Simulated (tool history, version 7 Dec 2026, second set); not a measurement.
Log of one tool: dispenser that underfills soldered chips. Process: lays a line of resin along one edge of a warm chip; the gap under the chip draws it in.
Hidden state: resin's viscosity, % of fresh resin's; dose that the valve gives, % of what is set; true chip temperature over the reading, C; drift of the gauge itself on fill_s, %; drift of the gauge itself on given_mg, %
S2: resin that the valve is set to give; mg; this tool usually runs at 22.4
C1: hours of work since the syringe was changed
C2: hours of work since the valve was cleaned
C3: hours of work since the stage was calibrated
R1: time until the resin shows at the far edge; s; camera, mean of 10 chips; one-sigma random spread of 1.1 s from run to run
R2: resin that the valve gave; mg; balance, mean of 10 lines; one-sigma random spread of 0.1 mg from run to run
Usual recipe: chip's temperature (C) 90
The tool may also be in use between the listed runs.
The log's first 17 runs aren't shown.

At hour 178.1: new syringe of resin.
Run 18, hour 179.3: usual settings but chip's temperature (C) 97; C1 1; C2 90; C3 150. Result: R1 75.2 s, R2 20.64 mg.
Run 19, hour 186.3: usual settings but chip's temperature (C) 97; C1 5; C2 95; C3 154. Result: R1 107 s, R2 20.39 mg.
At hour 194.3: dispensing valve cleaned and set on the balance.
At hour 198.6: new syringe of resin.
Run 20, hour 199.5: usual settings but chip's temperature (C) 82; C1 1; C2 3; C3 161. Result: R1 149.7 s, R2 22.28 mg.
Run 21, hour 212.7: usual settings but chip's temperature (C) 99, S2 24.9 mg; C1 9; C2 11; C3 169. Result: R1 125.9 s, R2 24.58 mg.
At hour 218.2: new syringe of resin.
Run 22, hour 219: usual settings; C1 0; C2 15; C3 173. Result: R1 97.7 s, R2 21.86 mg.
Run 23, hour 227.3: usual settings; C1 6; C2 20; C3 178. Result: R1 150.4 s, R2 21.86 mg.
At hour 237.8: new syringe of resin.
Run 24, hour 240.3: usual settings but chip's temperature (C) 80, S2 20.9 mg; C1 2; C2 28; C3 186. Result: R1 177.5 s, R2 20.34 mg.
Run 25, hour 253.6: usual settings but chip's temperature (C) 80, S2 20.9 mg; C1 10; C2 36; C3 194. Result: R1 347.5 s, R2 20.11 mg.
At hour 257.6: new syringe of resin.
Run 26, hour 263.8: usual settings but chip's temperature (C) 97, S2 19.3 mg; C1 4; C2 42; C3 200. Result: R1 96.9 s, R2 18.56 mg.
Run 27, hour 269.6: usual settings but chip's temperature (C) 97, S2 19.3 mg; C1 7; C2 45; C3 203. Result: R1 126.1 s, R2 18.53 mg.

Expected results for the next run?
At hour 277.3: new syringe of resin.
Run 28, hour 281.2: usual settings but chip's temperature (C) 97, S2 19.3 mg; C1 2; C2 52; C3 210. Result: R1 ?, R2 ?.

Run 28 produced R1 87.9 s, R2 18.26 mg.
Without the tool's hidden state the same run would have given R1 75.8 s, R2 19.29 mg.

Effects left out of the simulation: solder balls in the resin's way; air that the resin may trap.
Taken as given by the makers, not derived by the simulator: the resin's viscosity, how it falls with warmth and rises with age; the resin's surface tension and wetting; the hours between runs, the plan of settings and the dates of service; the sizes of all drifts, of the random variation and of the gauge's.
